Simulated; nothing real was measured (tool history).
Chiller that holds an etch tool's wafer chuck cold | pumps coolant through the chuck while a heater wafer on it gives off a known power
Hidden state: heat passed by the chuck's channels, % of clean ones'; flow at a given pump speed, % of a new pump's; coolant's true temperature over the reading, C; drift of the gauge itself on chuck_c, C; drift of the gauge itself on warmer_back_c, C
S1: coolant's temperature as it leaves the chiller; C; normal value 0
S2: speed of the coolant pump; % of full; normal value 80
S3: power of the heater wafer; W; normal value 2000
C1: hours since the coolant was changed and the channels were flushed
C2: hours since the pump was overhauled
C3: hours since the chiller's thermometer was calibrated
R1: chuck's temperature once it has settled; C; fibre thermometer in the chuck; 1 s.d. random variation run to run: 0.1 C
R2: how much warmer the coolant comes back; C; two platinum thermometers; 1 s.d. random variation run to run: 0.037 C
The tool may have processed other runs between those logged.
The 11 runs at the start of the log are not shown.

{"run": 12, "hour": 394.3, "S1": 0, "S2": 80, "S3": 1458, "C1": 512, "C2": 1006, "C3": 2155, "R1": 12.8, "R2": 5.34}
{"run": 13, "hour": 437.8, "S1": 1, "S2": 80, "S3": 2000, "C1": 555, "C2": 1049, "C3": 2198, "R1": 18.5, "R2": 7.37}
{"run": 14, "hour": 467.9, "S1": 1, "S2": 80, "S3": 2000, "C1": 585, "C2": 1079, "C3": 2228, "R1": 18.5, "R2": 7.37}
{"run": 15, "hour": 501.0, "S1": 1, "S2": 80, "S3": 2000, "C1": 619, "C2": 1113, "C3": 2261, "R1": 18.7, "R2": 7.31}
{"hour": 504.9, "done": "chiller's thermometer calibrated"}
{"run": 16, "hour": 537.1, "S1": 1, "S2": 80, "S3": 2000, "C1": 654, "C2": 1148, "C3": 32, "R1": 18.4, "R2": 7.38}
{"run": 17, "hour": 583.9, "S1": 1, "S2": 80, "S3": 2000, "C1": 701, "C2": 1194, "C3": 79, "R1": 18.6, "R2": 7.41}
{"run": 18, "hour": 604.8, "S1": 1, "S2": 80, "S3": 2000, "C1": 721, "C2": 1215, "C3": 100, "R1": 18.5, "R2": 7.4}
{"run": 19, "hour": 646.9, "S1": 4, "S2": 80, "S3": 1100, "C1": 764, "C2": 1257, "C3": 142, "R1": 13.6, "R2": 4.07}
{"run": 20, "hour": 684.5, "S1": 4, "S2": 80, "S3": 1100, "C1": 801, "C2": 1295, "C3": 180, "R1": 13.9, "R2": 4.1}
{"run": 21, "hour": 706.5, "S1": 4, "S2": 80, "S3": 1100, "C1": 823, "C2": 1317, "C3": 202, "R1": 14, "R2": 4.11}
{"hour": 710.6, "done": "chiller's thermometer calibrated, once more"}
{"run": 22, "hour": 735.7, "S1": 4, "S2": 80, "S3": 1100, "C1": 851, "C2": 1345, "C3": 25, "R1": 13.4, "R2": 4.02}
{"run": 23, "hour": 755.4, "S1": 4, "S2": 80, "S3": 1100, "C1": 871, "C2": 1365, "C3": 45, "R1": 13.3, "R2": 4.02}
{"run": 24, "hour": 802.7, "S1": 4, "S2": 69, "S3": 1503, "C1": 918, "C2": 1412, "C3": 92, "R1": 18.5, "R2": 6.51}
{"run": 25, "hour": 848.3, "S1": 4, "S2": 69, "S3": 1503, "C1": 964, "C2": 1458, "C3": 138, "R1": 18.5, "R2": 6.47}
{"run": 26, "hour": 883.2, "S1": -9, "S2": 98, "S3": 1503, "C1": 999, "C2": 1493, "C3": 173, "R1": 2.1, "R2": 4.54}
{"run": 27, "hour": 914.8, "S1": 5, "S2": 60, "S3": 1166, "C1": 1030, "C2": 1524, "C3": 204, "R1": 17.4, "R2": 5.8}
{"run": 28, "hour": 959.9, "S1": 5, "S2": 60, "S3": 1166, "C1": 1075, "C2": 1569, "C3": 249, "R1": 17.5, "R2": 5.78}
{"run": 29, "hour": 985.1, "S1": -6, "S2": 60, "S3": 1097, "C1": 1101, "C2": 1595, "C3": 275, "R1": 5.9, "R2": 5.47}
{"run": 30, "hour": 1029.3, "S1": -6, "S2": 60, "S3": 2472, "C1": 1145, "C2": 1639, "C3": 319, "R1": 20.7, "R2": 12.36}
{"run": 31, "hour": 1060.2, "S1": -6, "S2": 70, "S3": 1225, "C1": 1176, "C2": 1670, "C3": 350, "R1": 5.8, "R2": 5.27}
{"run": 32, "hour": 1095.5, "S1": -6, "S2": 70, "S3": 1225, "C1": 1211, "C2": 1705, "C3": 385, "R1": 5.7, "R2": 5.17}

Branching from run 32: 4 alternative next runs. What would each branch give?
{"run": "A", "hour": 1130.2, "S1": -6, "S2": 89, "S3": 1975, "C1": 1246, "C2": 1740, "C3": 420, "R1": "?", "R2": "?"}
{"run": "B", "hour": 1130.2, "S1": -2, "S2": 73, "S3": 2000, "C1": 1246, "C2": 1740, "C3": 420, "R1": "?", "R2": "?"}
{"run": "C", "hour": 1130.2, "S1": -7, "S2": 91, "S3": 2213, "C1": 1246, "C2": 1740, "C3": 420, "R1": "?", "R2": "?"}
{"run": "D", "hour": 1130.2, "S1": -6, "S2": 70, "S3": 1994, "C1": 1246, "C2": 1740, "C3": 420, "R1": "?", "R2": "?"}

run=A R1=9.9 R2=6.66
run=B R1=16.7 R2=8.25
run=C R1=10.5 R2=7.19
run=D R1=13.3 R2=8.47
Without the tool's hidden state the same runs would have given:
run=A R1=9.1 R2=6.48
run=B R1=15.7 R2=8.03
run=C R1=9.6 R2=7
run=D R1=12.3 R2=8.24

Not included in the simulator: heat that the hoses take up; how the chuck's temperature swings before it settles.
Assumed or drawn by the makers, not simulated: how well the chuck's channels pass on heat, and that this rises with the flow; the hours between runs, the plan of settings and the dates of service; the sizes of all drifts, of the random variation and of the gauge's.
